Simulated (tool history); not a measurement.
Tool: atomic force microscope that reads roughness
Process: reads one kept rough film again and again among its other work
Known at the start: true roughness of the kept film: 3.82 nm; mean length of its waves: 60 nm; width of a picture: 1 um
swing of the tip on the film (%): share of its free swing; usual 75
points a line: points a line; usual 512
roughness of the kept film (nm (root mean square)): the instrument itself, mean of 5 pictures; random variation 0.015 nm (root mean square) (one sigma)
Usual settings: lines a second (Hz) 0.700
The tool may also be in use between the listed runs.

run	hour	lines a second (Hz)	swing of the tip on the film (%)	points a line	roughness of the kept film (nm (root mean square))
1	0.0	0.700	75	512	3.310
2	17.1	0.700	75	512	3.254
3	29.4	0.700	75	576	3.276
4	49.1	0.700	75	512	3.219
5	60.0	0.700	75	512	3.234
6	76.0	0.700	75	512	3.210
7	86.7	0.700	75	512	3.174
8	98.3	0.700	63	512	3.259
9	108.5	0.700	63	512	3.222
10	124.3	2.511	75	512	2.799
11	134.3	2.511	75	512	2.782
12	153.5	2.511	75	512	2.754
13	169.1	0.700	75	512	3.075
14	190.5	0.700	73	512	3.479
15	211.3	2.334	75	512	3.093
16	226.3	2.334	75	512	3.072
17	243.3	2.334	75	512	3.027
18	260.8	2.334	75	512	3.014
19	273.1	2.334	75	512	3.026
20	283.3	2.334	59	512	3.249
21	307.0	2.334	59	512	3.246
22	322.1	2.334	59	512	3.252
23	340.4	2.742	75	512	2.833
24	355.2	0.700	75	512	3.217
25	378.6	0.779	57	512	3.290
26	391.2	0.779	57	512	3.266
27	414.5	0.779	57	264	3.215
28	429.3	0.779	57	264	3.227
29	449.9	0.779	57	264	3.166
30	471.2	0.700	62	512	3.156
31	493.9	0.700	62	512	3.510
32	514.1	0.700	62	512	3.504
33	537.2	2.454	72	323	3.102
34	548.8	0.863	72	323	3.336
35	563.3	0.863	82	323	3.220
36	585.7	0.863	82	323	3.162
37	601.8	3.176	75	512	2.809
38	616.9	3.818	77	677	2.622
39	631.1	3.777	75	268	2.679
40	645.5	3.777	75	268	2.645
41	661.2	0.600	83	512	3.156
42	676.2	1.148	83	709	2.981
43	697.6	1.148	83	709	2.942
44	719.1	0.759	73	904	3.134
45	736.1	3.647	68	302	2.754
46	759.3	0.700	77	912	3.067
47	783.0	2.624	75	317	3.048
48	802.8	0.570	65	1001	3.517

Taken out of this log: 3 entries between the listed runs. Where each belongs, and how the hidden state differs across it:
Between runs 13 and 14: new tip fitted (hour 182.1)
  radius of the tip, nm: 42.5 -> 10.9; height scale over the true one, %: -0.46 -> -0.47
  measured less the result without the state, roughness of the kept film (nm (root mean square)): -0.417 -> -0.030
Between runs 30 and 31: new tip fitted (hour 476.9)
  radius of the tip, nm: 42.9 -> 12.1; height scale over the true one, %: -0.59 -> -0.6
  measured less the result without the state, roughness of the kept film (nm (root mean square)): -0.437 -> -0.051
Between runs 46 and 47: new tip fitted (hour 772.0)
  radius of the tip, nm: 41.9 -> 11.4; height scale over the true one, %: -0.72 -> -0.73
  measured less the result without the state, roughness of the kept film (nm (root mean square)): -0.418 -> -0.040

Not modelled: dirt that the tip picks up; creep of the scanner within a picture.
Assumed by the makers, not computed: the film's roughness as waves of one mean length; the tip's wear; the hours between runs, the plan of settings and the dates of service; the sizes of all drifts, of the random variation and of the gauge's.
